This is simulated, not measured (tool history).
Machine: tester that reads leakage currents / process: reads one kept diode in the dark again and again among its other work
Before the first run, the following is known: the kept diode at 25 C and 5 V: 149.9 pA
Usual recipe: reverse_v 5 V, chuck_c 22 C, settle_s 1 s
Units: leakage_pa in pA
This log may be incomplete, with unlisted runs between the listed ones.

{"run": 1, "hour": 0.0, "reverse_v": 5, "chuck_c": 22, "settle_s": 1, "leakage_pa": 120.22}
{"run": 2, "hour": 38.8, "reverse_v": 5, "chuck_c": 22, "settle_s": 1, "leakage_pa": 121.55}
{"run": 3, "hour": 86.0, "reverse_v": 5, "chuck_c": 22, "settle_s": 1, "leakage_pa": 122.8}
{"run": 4, "hour": 109.6, "reverse_v": 5, "chuck_c": 22, "settle_s": 1, "leakage_pa": 123.55}
{"run": 5, "hour": 141.9, "reverse_v": 5, "chuck_c": 22, "settle_s": 1.49, "leakage_pa": 124.18}
{"run": 6, "hour": 170.7, "reverse_v": 5, "chuck_c": 22, "settle_s": 1, "leakage_pa": 124.5}
{"run": 7, "hour": 216.7, "reverse_v": 5, "chuck_c": 22, "settle_s": 1, "leakage_pa": 126.64}
{"run": 8, "hour": 258.0, "reverse_v": 5, "chuck_c": 22, "settle_s": 1, "leakage_pa": 126.95}
{"run": 9, "hour": 305.9, "reverse_v": 5, "chuck_c": 46, "settle_s": 1, "leakage_pa": 1122.61}
{"run": 10, "hour": 332.6, "reverse_v": 5, "chuck_c": 46, "settle_s": 1, "leakage_pa": 1128.55}
{"run": 11, "hour": 371.6, "reverse_v": 1.18, "chuck_c": 21, "settle_s": 9.6, "leakage_pa": 58.99}
{"run": 12, "hour": 404.4, "reverse_v": 6.17, "chuck_c": 35, "settle_s": 6.82, "leakage_pa": 484.62}
{"run": 13, "hour": 432.1, "reverse_v": 6.17, "chuck_c": 35, "settle_s": 6.82, "leakage_pa": 484.25}
{"run": 14, "hour": 473.0, "reverse_v": 6.17, "chuck_c": 35, "settle_s": 6.82, "leakage_pa": 489.23}
{"run": 15, "hour": 498.8, "reverse_v": 6.17, "chuck_c": 35, "settle_s": 6.82, "leakage_pa": 492.19}
{"run": 16, "hour": 536.6, "reverse_v": 1.51, "chuck_c": 26, "settle_s": 7.38, "leakage_pa": 110.9}
{"run": 17, "hour": 561.2, "reverse_v": 5, "chuck_c": 56, "settle_s": 1.02, "leakage_pa": 2645.19}
{"run": 18, "hour": 597.3, "reverse_v": 2.95, "chuck_c": 21, "settle_s": 0.87, "leakage_pa": 96.29}
{"run": 19, "hour": 622.3, "reverse_v": 5, "chuck_c": 22, "settle_s": 0.32, "leakage_pa": 137.8}
{"run": 20, "hour": 673.3, "reverse_v": 1.6, "chuck_c": 29, "settle_s": 4.47, "leakage_pa": 156.35}

What if the next run were any one of these 5? Each begins from the tool's condition after run 20:
{"run": "A", "hour": 718.6, "reverse_v": 14.22, "chuck_c": 57, "settle_s": 4.47, "leakage_pa": "?"}
{"run": "B", "hour": 718.6, "reverse_v": 1.6, "chuck_c": 29, "settle_s": 9.65, "leakage_pa": "?"}
{"run": "C", "hour": 718.6, "reverse_v": 5, "chuck_c": 22, "settle_s": 1, "leakage_pa": "?"}
{"run": "D", "hour": 718.6, "reverse_v": 1.6, "chuck_c": 22, "settle_s": 1.24, "leakage_pa": "?"}
{"run": "E", "hour": 718.6, "reverse_v": 6.15, "chuck_c": 22, "settle_s": 1, "leakage_pa": "?"}

run=A leakage_pa=4774.47
run=B leakage_pa=156.64
run=C leakage_pa=140.24
run=D leakage_pa=80.88
run=E leakage_pa=154.78
Without the tool's hidden state the same runs would have given:
run=A leakage_pa=4086.39
run=B leakage_pa=129.52
run=C leakage_pa=112.24
run=D leakage_pa=65.77
run=E leakage_pa=123.4
